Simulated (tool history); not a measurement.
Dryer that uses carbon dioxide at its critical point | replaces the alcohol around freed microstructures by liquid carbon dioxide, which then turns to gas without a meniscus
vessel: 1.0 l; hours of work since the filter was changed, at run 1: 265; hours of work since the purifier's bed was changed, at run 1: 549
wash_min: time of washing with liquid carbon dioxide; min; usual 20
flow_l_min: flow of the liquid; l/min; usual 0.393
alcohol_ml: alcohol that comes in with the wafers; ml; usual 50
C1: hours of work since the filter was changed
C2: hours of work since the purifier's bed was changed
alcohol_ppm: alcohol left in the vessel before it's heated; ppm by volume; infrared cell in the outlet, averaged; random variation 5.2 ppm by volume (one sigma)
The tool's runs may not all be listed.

Run 1, day 0: usual settings; C1 265; C2 549. Result: alcohol_ppm 325 ppm by volume.
Run 2, day 0.488: usual settings; C1 274; C2 559. Result: alcohol_ppm 340 ppm by volume.
Run 3, day 0.971: usual settings; C1 284; C2 568. Result: alcohol_ppm 345 ppm by volume.
Run 4, day 1.671: usual settings; C1 297; C2 582. Result: alcohol_ppm 368 ppm by volume.
Run 5, day 2.425: usual settings; C1 311; C2 596. Result: alcohol_ppm 355 ppm by volume.
Run 6, day 2.75: usual settings; C1 318; C2 602. Result: alcohol_ppm 390 ppm by volume.
Run 7, day 3.121: usual settings but alcohol_ml 21 ml; C1 325; C2 609. Result: alcohol_ppm 255 ppm by volume.
Run 8, day 3.479: usual settings; C1 332; C2 616. Result: alcohol_ppm 393 ppm by volume.
Run 9, day 3.867: usual settings; C1 339; C2 624. Result: alcohol_ppm 398 ppm by volume.
Run 10, day 4.388: usual settings; C1 349; C2 634. Result: alcohol_ppm 407 ppm by volume.
Run 11, day 4.838: usual settings; C1 358; C2 642. Result: alcohol_ppm 397 ppm by volume.
At day 5.412: inlet filter changed.
Run 12, day 5.588: usual settings; C1 3; C2 656. Result: alcohol_ppm 269 ppm by volume.
Run 13, day 5.925: usual settings; C1 10; C2 662. Result: alcohol_ppm 255 ppm by volume.
Run 14, day 6.325: usual settings but wash_min 17 min; C1 17; C2 670. Result: alcohol_ppm 421 ppm by volume.
Run 15, day 6.867: usual settings but wash_min 17 min; C1 28; C2 680. Result: alcohol_ppm 406 ppm by volume.
Run 16, day 7.638: usual settings; C1 43; C2 695. Result: alcohol_ppm 272 ppm by volume.
Run 17, day 8.233: usual settings but flow_l_min 0.548 l/min; C1 54; C2 707. Result: alcohol_ppm 196 ppm by volume.
Run 18, day 8.771: usual settings but wash_min 24 min; C1 64; C2 717. Result: alcohol_ppm 221 ppm by volume.
Run 19, day 9.171: usual settings but alcohol_ml 77 ml; C1 72; C2 725. Result: alcohol_ppm 352 ppm by volume.
Run 20, day 9.958: usual settings but alcohol_ml 28 ml; C1 87; C2 740. Result: alcohol_ppm 261 ppm by volume.
Run 21, day 10.679: usual settings but alcohol_ml 28 ml; C1 101; C2 754. Result: alcohol_ppm 252 ppm by volume.
Run 22, day 11.104: usual settings but alcohol_ml 28 ml; C1 109; C2 762. Result: alcohol_ppm 263 ppm by volume.
Run 23, day 11.842: usual settings but wash_min 17 min, flow_l_min 0.494 l/min, alcohol_ml 28 ml; C1 123; C2 776. Result: alcohol_ppm 246 ppm by volume.
Run 24, day 12.167: usual settings but wash_min 17 min, flow_l_min 0.352 l/min, alcohol_ml 28 ml; C1 130; C2 782. Result: alcohol_ppm 496 ppm by volume.
Run 25, day 12.833: usual settings but alcohol_ml 22 ml; C1 142; C2 795. Result: alcohol_ppm 261 ppm by volume.
Run 26, day 13.546: usual settings but wash_min 32 min, alcohol_ml 117 ml; C1 156; C2 809. Result: alcohol_ppm 215 ppm by volume.
Run 27, day 13.908: usual settings but wash_min 25 min, flow_l_min 0.653 l/min, alcohol_ml 23 ml; C1 163; C2 816. Result: alcohol_ppm 205 ppm by volume.
Run 28, day 14.488: usual settings but flow_l_min 0.273 l/min, alcohol_ml 89 ml; C1 174; C2 827. Result: alcohol_ppm 1812 ppm by volume.
Run 29, day 14.812: usual settings but flow_l_min 0.273 l/min, alcohol_ml 89 ml; C1 180; C2 833. Result: alcohol_ppm 1734 ppm by volume.
Run 30, day 15.329: usual settings but flow_l_min 0.406 l/min, alcohol_ml 89 ml; C1 190; C2 843. Result: alcohol_ppm 446 ppm by volume.
Run 31, day 15.871: usual settings but flow_l_min 0.406 l/min, alcohol_ml 90 ml; C1 201; C2 853. Result: alcohol_ppm 445 ppm by volume.
Run 32, day 16.592: usual settings but flow_l_min 0.406 l/min, alcohol_ml 90 ml; C1 215; C2 867. Result: alcohol_ppm 445 ppm by volume.
Run 33, day 17.2: usual settings but wash_min 16 min, flow_l_min 0.328 l/min, alcohol_ml 105 ml; C1 226; C2 879. Result: alcohol_ppm 2550 ppm by volume.
Run 34, day 17.683: usual settings but wash_min 16 min, flow_l_min 0.328 l/min, alcohol_ml 105 ml; C1 235; C2 888. Result: alcohol_ppm 2494 ppm by volume.
Run 35, day 18.25: usual settings but wash_min 16 min, flow_l_min 0.328 l/min, alcohol_ml 105 ml; C1 246; C2 899. Result: alcohol_ppm 2676 ppm by volume.
Run 36, day 18.804: usual settings but wash_min 16 min, flow_l_min 0.328 l/min, alcohol_ml 105 ml; C1 257; C2 910. Result: alcohol_ppm 2693 ppm by volume.
Run 37, day 19.508: usual settings but flow_l_min 0.342 l/min, alcohol_ml 31 ml; C1 270; C2 923. Result: alcohol_ppm 487 ppm by volume.
Run 38, day 20.179: usual settings but wash_min 18 min, flow_l_min 0.537 l/min, alcohol_ml 113 ml; C1 283; C2 936. Result: alcohol_ppm 341 ppm by volume.
Run 39, day 20.671: usual settings but wash_min 31 min, flow_l_min 0.595 l/min, alcohol_ml 23 ml; C1 293; C2 945. Result: alcohol_ppm 245 ppm by volume.
Run 40, day 21.108: usual settings but wash_min 18 min, flow_l_min 0.316 l/min, alcohol_ml 23 ml; C1 301; C2 954. Result: alcohol_ppm 674 ppm by volume.
Run 41, day 21.883: usual settings but wash_min 15 min, flow_l_min 0.285 l/min, alcohol_ml 34 ml; C1 316; C2 969. Result: alcohol_ppm 1962 ppm by volume.

Forecast each of these 5 alternatives for the next run:
Run A, day 22.675: usual settings but wash_min 27 min, alcohol_ml 28 ml; C1 331; C2 984. Result: alcohol_ppm ?.
Run B, day 22.675: usual settings but wash_min 15 min, flow_l_min 0.545 l/min, alcohol_ml 82 ml; C1 331; C2 984. Result: alcohol_ppm ?.
Run C, day 22.675: usual settings but wash_min 16 min; C1 331; C2 984. Result: alcohol_ppm ?.
Run D, day 22.675: usual settings but wash_min 26 min, flow_l_min 0.363 l/min, alcohol_ml 98 ml; C1 331; C2 984. Result: alcohol_ppm ?.
Run E, day 22.675: usual settings but wash_min 12 min, flow_l_min 0.269 l/min, alcohol_ml 91 ml; C1 331; C2 984. Result: alcohol_ppm ?.

run  alcohol_ppm
  A          267
  B          520
  C          907
  D          408
  E        10272
Without the tool's hidden state the same runs would have given:
run  alcohol_ppm
  A            5
  B          102
  C          316
  D           61
  E         6869
